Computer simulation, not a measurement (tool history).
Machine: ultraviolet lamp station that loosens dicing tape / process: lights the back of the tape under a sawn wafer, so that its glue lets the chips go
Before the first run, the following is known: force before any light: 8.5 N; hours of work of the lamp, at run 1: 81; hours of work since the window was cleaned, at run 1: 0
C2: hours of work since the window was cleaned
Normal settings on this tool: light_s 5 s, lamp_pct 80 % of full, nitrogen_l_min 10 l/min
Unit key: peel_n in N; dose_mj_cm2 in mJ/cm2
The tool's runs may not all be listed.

run 1 day=0.000 | light_s=5 lamp_pct=80 nitrogen_l_min=10 | hours_of_work_of_the_lamp=81 C2=0 | peel_n=0.986 dose_mj_cm2=590
run 2 day=3.700 | light_s=5 lamp_pct=80 nitrogen_l_min=10 | hours_of_work_of_the_lamp=134 C2=53 | peel_n=1.042 dose_mj_cm2=572
run 3 day=5.862 | light_s=5 lamp_pct=80 nitrogen_l_min=10 | hours_of_work_of_the_lamp=165 C2=84 | peel_n=1.046 dose_mj_cm2=569
run 4 day=7.804 | light_s=5 lamp_pct=80 nitrogen_l_min=10 | hours_of_work_of_the_lamp=192 C2=111 | peel_n=1.067 dose_mj_cm2=555
run 5 day=10.929 | light_s=5 lamp_pct=80 nitrogen_l_min=6 | hours_of_work_of_the_lamp=237 C2=156 | peel_n=1.596 dose_mj_cm2=541
run 6 day=12.825 | light_s=5 lamp_pct=80 nitrogen_l_min=6 | hours_of_work_of_the_lamp=264 C2=183 | peel_n=1.602 dose_mj_cm2=538
run 7 day=14.892 | light_s=5 lamp_pct=89 nitrogen_l_min=6 | hours_of_work_of_the_lamp=294 C2=213 | peel_n=1.411 dose_mj_cm2=597
run 8 day=17.450 | light_s=5 lamp_pct=89 nitrogen_l_min=6 | hours_of_work_of_the_lamp=330 C2=249 | peel_n=1.476 dose_mj_cm2=583
run 9 day=20.950 | light_s=5 lamp_pct=89 nitrogen_l_min=6 | hours_of_work_of_the_lamp=380 C2=299 | peel_n=1.466 dose_mj_cm2=567
run 10 day=23.579 | light_s=5 lamp_pct=80 nitrogen_l_min=10 | hours_of_work_of_the_lamp=418 C2=337 | peel_n=1.273 dose_mj_cm2=507
run 11 day=26.671 | light_s=5 lamp_pct=80 nitrogen_l_min=10 | hours_of_work_of_the_lamp=462 C2=381 | peel_n=1.318 dose_mj_cm2=495
run 12 day=30.012 | light_s=5 lamp_pct=80 nitrogen_l_min=10 | hours_of_work_of_the_lamp=509 C2=429 | peel_n=1.414 dose_mj_cm2=491
run 13 day=33.038 | light_s=5 lamp_pct=80 nitrogen_l_min=10 | hours_of_work_of_the_lamp=553 C2=472 | peel_n=1.403 dose_mj_cm2=466
run 14 day=34.838 | light_s=5 lamp_pct=80 nitrogen_l_min=10 | hours_of_work_of_the_lamp=578 C2=498 | peel_n=1.453 dose_mj_cm2=470
run 15 day=36.767 | light_s=5 lamp_pct=80 nitrogen_l_min=10 | hours_of_work_of_the_lamp=606 C2=525 | peel_n=1.418 dose_mj_cm2=464
run 16 day=39.483 | light_s=5 lamp_pct=87 nitrogen_l_min=10 | hours_of_work_of_the_lamp=645 C2=564 | peel_n=1.334 dose_mj_cm2=494
run 17 day=42.575 | light_s=2 lamp_pct=87 nitrogen_l_min=10 | hours_of_work_of_the_lamp=689 C2=608 | peel_n=4.067 dose_mj_cm2=194
-- day=45.175 window cleaned of glue's vapour
run 18 day=45.412 | light_s=2 lamp_pct=87 nitrogen_l_min=10 | hours_of_work_of_the_lamp=729 C2=3 | peel_n=3.596 dose_mj_cm2=213
run 19 day=48.629 | light_s=5 lamp_pct=97 nitrogen_l_min=10 | hours_of_work_of_the_lamp=775 C2=49 | peel_n=0.956 dose_mj_cm2=589
run 20 day=51.112 | light_s=5 lamp_pct=80 nitrogen_l_min=10 | hours_of_work_of_the_lamp=811 C2=85 | peel_n=1.392 dose_mj_cm2=475
run 21 day=54.958 | light_s=5 lamp_pct=80 nitrogen_l_min=6 | hours_of_work_of_the_lamp=865 C2=140 | peel_n=2.096 dose_mj_cm2=464
run 22 day=58.192 | light_s=5 lamp_pct=80 nitrogen_l_min=6 | hours_of_work_of_the_lamp=912 C2=186 | peel_n=2.081 dose_mj_cm2=458
run 23 day=61.254 | light_s=3 lamp_pct=99 nitrogen_l_min=5 | hours_of_work_of_the_lamp=955 C2=230 | peel_n=3.435 dose_mj_cm2=331
-- day=61.633 lamp changed
run 24 day=65.012 | light_s=2 lamp_pct=88 nitrogen_l_min=8 | hours_of_work_of_the_lamp=48 C2=283 | peel_n=3.629 dose_mj_cm2=238
run 25 day=66.854 | light_s=6 lamp_pct=88 nitrogen_l_min=8 | hours_of_work_of_the_lamp=75 C2=309 | peel_n=0.807 dose_mj_cm2=707
run 26 day=69.242 | light_s=5 lamp_pct=80 nitrogen_l_min=4 | hours_of_work_of_the_lamp=109 C2=343 | peel_n=2.224 dose_mj_cm2=525
run 27 day=71.554 | light_s=8 lamp_pct=80 nitrogen_l_min=10 | hours_of_work_of_the_lamp=142 C2=376 | peel_n=0.473 dose_mj_cm2=832
run 28 day=75.438 | light_s=3 lamp_pct=80 nitrogen_l_min=10 | hours_of_work_of_the_lamp=197 C2=432 | peel_n=2.654 dose_mj_cm2=308
run 29 day=79.104 | light_s=6 lamp_pct=68 nitrogen_l_min=10 | hours_of_work_of_the_lamp=250 C2=484 | peel_n=1.278 dose_mj_cm2=503
run 30 day=81.512 | light_s=2 lamp_pct=68 nitrogen_l_min=7 | hours_of_work_of_the_lamp=284 C2=518 | peel_n=4.837 dose_mj_cm2=163
run 31 day=84.354 | light_s=5 lamp_pct=93 nitrogen_l_min=9 | hours_of_work_of_the_lamp=325 C2=559 | peel_n=1.144 dose_mj_cm2=555
run 32 day=86.996 | light_s=5 lamp_pct=80 nitrogen_l_min=3 | hours_of_work_of_the_lamp=362 C2=597 | peel_n=2.726 dose_mj_cm2=474
run 33 day=89.871 | light_s=5 lamp_pct=71 nitrogen_l_min=8 | hours_of_work_of_the_lamp=403 C2=638 | peel_n=2.077 dose_mj_cm2=406
-- day=90.442 window cleaned of glue's vapour
run 34 day=91.579 | light_s=2 lamp_pct=60 nitrogen_l_min=8 | hours_of_work_of_the_lamp=427 C2=16 | peel_n=4.822 dose_mj_cm2=159
run 35 day=94.158 | light_s=10 lamp_pct=73 nitrogen_l_min=8 | hours_of_work_of_the_lamp=464 C2=53 | peel_n=0.433 dose_mj_cm2=939
run 36 day=97.171 | light_s=10 lamp_pct=73 nitrogen_l_min=8 | hours_of_work_of_the_lamp=507 C2=96 | peel_n=0.452 dose_mj_cm2=925
run 37 day=100.633 | light_s=8 lamp_pct=69 nitrogen_l_min=4 | hours_of_work_of_the_lamp=557 C2=146 | peel_n=1.497 dose_mj_cm2=684
run 38 day=103.729 | light_s=8 lamp_pct=69 nitrogen_l_min=4 | hours_of_work_of_the_lamp=601 C2=190 | peel_n=1.571 dose_mj_cm2=675
run 39 day=105.467 | light_s=8 lamp_pct=69 nitrogen_l_min=4 | hours_of_work_of_the_lamp=626 C2=215 | peel_n=1.570 dose_mj_cm2=663
run 40 day=107.333 | light_s=3 lamp_pct=85 nitrogen_l_min=18 | hours_of_work_of_the_lamp=652 C2=241 | peel_n=2.066 dose_mj_cm2=303
run 41 day=110.325 | light_s=3 lamp_pct=85 nitrogen_l_min=18 | hours_of_work_of_the_lamp=695 C2=284 | peel_n=2.056 dose_mj_cm2=297
run 42 day=113.254 | light_s=5 lamp_pct=90 nitrogen_l_min=8 | hours_of_work_of_the_lamp=737 C2=326 | peel_n=1.450 dose_mj_cm2=514
run 43 day=116.379 | light_s=5 lamp_pct=90 nitrogen_l_min=8 | hours_of_work_of_the_lamp=782 C2=370 | peel_n=1.532 dose_mj_cm2=501

What if the next run were any one of these 3? Each begins from the tool's condition after run 43:
run A day=120.000 | light_s=2 lamp_pct=87 nitrogen_l_min=6 | hours_of_work_of_the_lamp=833 C2=422 | peel_n=? dose_mj_cm2=?
run B day=120.000 | light_s=4 lamp_pct=97 nitrogen_l_min=15 | hours_of_work_of_the_lamp=833 C2=422 | peel_n=? dose_mj_cm2=?
run C day=120.000 | light_s=4 lamp_pct=74 nitrogen_l_min=9 | hours_of_work_of_the_lamp=833 C2=422 | peel_n=? dose_mj_cm2=?

run=A peel_n=4.747 dose_mj_cm2=192
run=B peel_n=1.374 dose_mj_cm2=421
run=C peel_n=2.625 dose_mj_cm2=323
Without the tool's hidden state the same runs would have given:
run=A peel_n=3.817 dose_mj_cm2=263
run=B peel_n=0.744 dose_mj_cm2=578
run=C peel_n=1.721 dose_mj_cm2=444
